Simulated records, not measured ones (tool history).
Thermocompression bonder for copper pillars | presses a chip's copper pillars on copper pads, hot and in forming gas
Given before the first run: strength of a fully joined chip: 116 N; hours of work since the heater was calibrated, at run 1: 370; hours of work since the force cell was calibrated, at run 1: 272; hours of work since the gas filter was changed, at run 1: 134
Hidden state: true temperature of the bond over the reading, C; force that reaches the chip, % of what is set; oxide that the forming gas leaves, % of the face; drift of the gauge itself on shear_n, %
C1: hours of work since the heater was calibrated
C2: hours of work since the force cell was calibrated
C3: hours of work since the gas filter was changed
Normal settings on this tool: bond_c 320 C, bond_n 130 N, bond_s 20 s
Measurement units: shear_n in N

{"run": 1, "day": 0.0, "bond_c": 320, "bond_n": 130, "bond_s": 20, "C1": 370, "C2": 272, "C3": 134, "shear_n": 76.7}
{"run": 2, "day": 1.1, "bond_c": 320, "bond_n": 130, "bond_s": 20, "C1": 381, "C2": 284, "C3": 145, "shear_n": 76}
{"run": 3, "day": 1.658, "bond_c": 320, "bond_n": 130, "bond_s": 20, "C1": 386, "C2": 289, "C3": 150, "shear_n": 77.1}
{"run": 4, "day": 2.567, "bond_c": 320, "bond_n": 93, "bond_s": 20, "C1": 395, "C2": 298, "C3": 160, "shear_n": 60.4}
{"run": 5, "day": 3.292, "bond_c": 314, "bond_n": 130, "bond_s": 20, "C1": 403, "C2": 306, "C3": 167, "shear_n": 72.9}
{"run": 6, "day": 4.504, "bond_c": 314, "bond_n": 130, "bond_s": 20, "C1": 415, "C2": 318, "C3": 179, "shear_n": 72.9}
{"run": 7, "day": 5.7, "bond_c": 314, "bond_n": 130, "bond_s": 20, "C1": 427, "C2": 330, "C3": 191, "shear_n": 73.1}
{"run": 8, "day": 6.808, "bond_c": 320, "bond_n": 130, "bond_s": 20, "C1": 438, "C2": 341, "C3": 202, "shear_n": 76.7}
{"run": 9, "day": 7.721, "bond_c": 314, "bond_n": 130, "bond_s": 20, "C1": 447, "C2": 350, "C3": 211, "shear_n": 72.3}
{"run": 10, "day": 8.708, "bond_c": 320, "bond_n": 130, "bond_s": 20, "C1": 457, "C2": 360, "C3": 221, "shear_n": 74.6}
{"run": 11, "day": 9.35, "bond_c": 320, "bond_n": 130, "bond_s": 20, "C1": 463, "C2": 366, "C3": 228, "shear_n": 76}
{"run": 12, "day": 10.533, "bond_c": 320, "bond_n": 130, "bond_s": 15, "C1": 475, "C2": 378, "C3": 240, "shear_n": 69.8}
{"run": 13, "day": 11.579, "bond_c": 320, "bond_n": 130, "bond_s": 15, "C1": 486, "C2": 389, "C3": 250, "shear_n": 70.1}
{"run": 14, "day": 12.379, "bond_c": 320, "bond_n": 130, "bond_s": 15, "C1": 494, "C2": 397, "C3": 258, "shear_n": 70}
{"run": 15, "day": 13.204, "bond_c": 320, "bond_n": 130, "bond_s": 15, "C1": 502, "C2": 405, "C3": 266, "shear_n": 67.3}
{"day": 13.375, "done": "force cell calibrated"}
{"run": 16, "day": 14.308, "bond_c": 320, "bond_n": 130, "bond_s": 15, "C1": 513, "C2": 9, "C3": 277, "shear_n": 68.8}
{"run": 17, "day": 15.208, "bond_c": 320, "bond_n": 130, "bond_s": 15, "C1": 522, "C2": 18, "C3": 286, "shear_n": 67.7}
{"run": 18, "day": 15.983, "bond_c": 320, "bond_n": 130, "bond_s": 15, "C1": 529, "C2": 26, "C3": 294, "shear_n": 67.2}
{"run": 19, "day": 16.829, "bond_c": 320, "bond_n": 130, "bond_s": 22, "C1": 538, "C2": 35, "C3": 302, "shear_n": 76.6}
{"day": 17.85, "done": "force cell calibrated, once more"}
{"run": 20, "day": 18.058, "bond_c": 320, "bond_n": 130, "bond_s": 22, "C1": 550, "C2": 2, "C3": 314, "shear_n": 76.1}
{"run": 21, "day": 18.733, "bond_c": 320, "bond_n": 130, "bond_s": 28, "C1": 556, "C2": 9, "C3": 321, "shear_n": 81.9}
{"run": 22, "day": 19.992, "bond_c": 297, "bond_n": 130, "bond_s": 34, "C1": 569, "C2": 21, "C3": 333, "shear_n": 75.3}
{"run": 23, "day": 20.8, "bond_c": 292, "bond_n": 167, "bond_s": 33, "C1": 577, "C2": 30, "C3": 341, "shear_n": 81.9}
{"run": 24, "day": 22.042, "bond_c": 320, "bond_n": 168, "bond_s": 26, "C1": 590, "C2": 42, "C3": 354, "shear_n": 90.3}
{"run": 25, "day": 22.571, "bond_c": 320, "bond_n": 168, "bond_s": 26, "C1": 595, "C2": 47, "C3": 359, "shear_n": 89.6}
{"run": 26, "day": 23.579, "bond_c": 320, "bond_n": 168, "bond_s": 26, "C1": 605, "C2": 57, "C3": 369, "shear_n": 91.8}
{"run": 27, "day": 24.15, "bond_c": 320, "bond_n": 130, "bond_s": 24, "C1": 611, "C2": 63, "C3": 375, "shear_n": 76.5}
{"run": 28, "day": 24.858, "bond_c": 342, "bond_n": 131, "bond_s": 24, "C1": 618, "C2": 70, "C3": 382, "shear_n": 85.7}
{"run": 29, "day": 26.071, "bond_c": 306, "bond_n": 130, "bond_s": 20, "C1": 630, "C2": 83, "C3": 394, "shear_n": 66.3}
{"day": 26.533, "done": "forming gas filter changed"}
{"run": 30, "day": 26.7, "bond_c": 306, "bond_n": 130, "bond_s": 20, "C1": 636, "C2": 89, "C3": 2, "shear_n": 70.4}
{"run": 31, "day": 27.396, "bond_c": 309, "bond_n": 130, "bond_s": 20, "C1": 643, "C2": 96, "C3": 9, "shear_n": 72.2}
{"run": 32, "day": 28.504, "bond_c": 339, "bond_n": 130, "bond_s": 14, "C1": 654, "C2": 107, "C3": 20, "shear_n": 79.5}
{"run": 33, "day": 29.233, "bond_c": 339, "bond_n": 130, "bond_s": 14, "C1": 662, "C2": 114, "C3": 27, "shear_n": 79.4}
{"run": 34, "day": 30.258, "bond_c": 339, "bond_n": 130, "bond_s": 14, "C1": 672, "C2": 124, "C3": 37, "shear_n": 79.2}
{"run": 35, "day": 31.021, "bond_c": 339, "bond_n": 157, "bond_s": 54, "C1": 679, "C2": 132, "C3": 45, "shear_n": 109.4}
{"run": 36, "day": 31.892, "bond_c": 345, "bond_n": 157, "bond_s": 21, "C1": 688, "C2": 141, "C3": 54, "shear_n": 99.3}
{"run": 37, "day": 32.829, "bond_c": 342, "bond_n": 85, "bond_s": 49, "C1": 698, "C2": 150, "C3": 63, "shear_n": 86}
{"run": 38, "day": 33.762, "bond_c": 342, "bond_n": 85, "bond_s": 19, "C1": 707, "C2": 160, "C3": 73, "shear_n": 63.8}
{"run": 39, "day": 34.671, "bond_c": 342, "bond_n": 85, "bond_s": 19, "C1": 716, "C2": 169, "C3": 82, "shear_n": 66}
{"run": 40, "day": 35.475, "bond_c": 337, "bond_n": 89, "bond_s": 20, "C1": 724, "C2": 177, "C3": 90, "shear_n": 66}

Consider 3 possible next runs. They are alternatives, not a sequence: every one starts from the tool as it was left by run 40. What does each give?
{"run": "A", "day": 36.492, "bond_c": 318, "bond_n": 130, "bond_s": 49, "C1": 734, "C2": 187, "C3": 100, "shear_n": "?"}
{"run": "B", "day": 36.492, "bond_c": 320, "bond_n": 107, "bond_s": 12, "C1": 734, "C2": 187, "C3": 100, "shear_n": "?"}
{"run": "C", "day": 36.492, "bond_c": 327, "bond_n": 112, "bond_s": 22, "C1": 734, "C2": 187, "C3": 100, "shear_n": "?"}

run=A shear_n=93.2
run=B shear_n=57.4
run=C shear_n=74
Stripped of hidden state, with their random variation kept, the same runs would have yielded:
run=A shear_n=97.2
run=B shear_n=61.2
run=C shear_n=78.1
